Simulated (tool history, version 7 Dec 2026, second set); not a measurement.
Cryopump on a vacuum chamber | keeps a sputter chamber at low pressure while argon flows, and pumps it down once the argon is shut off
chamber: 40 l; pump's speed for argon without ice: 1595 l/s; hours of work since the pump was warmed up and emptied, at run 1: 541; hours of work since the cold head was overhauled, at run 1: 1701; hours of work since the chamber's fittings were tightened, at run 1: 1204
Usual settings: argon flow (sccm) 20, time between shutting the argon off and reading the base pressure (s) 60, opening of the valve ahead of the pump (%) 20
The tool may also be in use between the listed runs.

| run | hour | argon flow (sccm) | time between shutting the argon off and reading the base pressure (s) | opening of the valve ahead of the pump (%) | hours of work since the pump was warmed up and emptied | hours of work since the cold head was overhauled | hours of work since the chamber's fittings were tightened | pressure while argon flows (Pa) | pressure after the wait (uPa) |
|---|---|---|---|---|---|---|---|---|---|
| 1 | 0.0 | 20 | 60 | 20 | 541 | 1701 | 1204 | 0.1094 | 1.64 |
| 2 | 61.6 | 20 | 60 | 60 | 584 | 1744 | 1246 | 0.0376 | 1.64 |
| 3 | 117.0 | 20 | 60 | 60 | 622 | 1782 | 1284 | 0.0373 | 1.67 |
| 4 | 180.7 | 20 | 60 | 60 | 665 | 1825 | 1328 | 0.0371 | 1.79 |
| 5 | 272.6 | 32 | 60 | 60 | 728 | 1888 | 1391 | 0.0613 | 1.85 |
| 6 | 339.4 | 32 | 60 | 60 | 774 | 1934 | 1437 | 0.0617 | 1.89 |
| 7 | 387.4 | 20 | 60 | 20 | 807 | 1967 | 1470 | 0.1093 | 1.87 |
| 8 | 439.5 | 20 | 60 | 20 | 843 | 2003 | 1506 | 0.1098 | 1.98 |
| 9 | 526.0 | 20 | 60 | 20 | 902 | 2062 | 1565 | 0.1091 | 2.03 |
| 10 | 617.9 | 22 | 60 | 16 | 965 | 2125 | 1628 | 0.1496 | 2.12 |
| 11 | 703.8 | 15 | 257 | 15 | 1024 | 2184 | 1687 | 0.1088 | 1.83 |
| 12 | 763.8 | 15 | 22 | 15 | 1066 | 2226 | 1728 | 0.1087 | 2.91 |
| 13 | 831.5 | 23 | 22 | 15 | 1112 | 2272 | 1775 | 0.1674 | 3.01 |
|  | 870.9 | pump warmed up, emptied and cooled again |
| 14 | 877.2 | 35 | 161 | 20 | 4 | 2300 | 1803 | 0.1864 | 1.72 |
| 15 | 956.0 | 35 | 161 | 20 | 58 | 2354 | 1857 | 0.1859 | 1.76 |
| 16 | 996.2 | 26 | 119 | 34 | 86 | 2382 | 1884 | 0.0827 | 1.87 |

3 ways to go on from here, each from the tool as it stands after run 16. What would each give?
| A | 1084.6 | 20 | 118 | 20 | 147 | 2442 | 1945 | ? | ? |
| B | 1084.6 | 26 | 60 | 20 | 147 | 2442 | 1945 | ? | ? |
| C | 1084.6 | 20 | 26 | 53 | 147 | 2442 | 1945 | ? | ? |

| run | pressure while argon flows (Pa) | pressure after the wait (uPa) |
|---|---|---|
| A | 0.1068 | 1.87 |
| B | 0.1393 | 2.14 |
| C | 0.0407 | 2.77 |
Without the tool's hidden state the same runs would have given:
| run | pressure while argon flows (Pa) | pressure after the wait (uPa) |
|---|---|---|
| A | 0.1057 | 0.38 |
| B | 0.1378 | 0.62 |
| C | 0.0396 | 1.21 |

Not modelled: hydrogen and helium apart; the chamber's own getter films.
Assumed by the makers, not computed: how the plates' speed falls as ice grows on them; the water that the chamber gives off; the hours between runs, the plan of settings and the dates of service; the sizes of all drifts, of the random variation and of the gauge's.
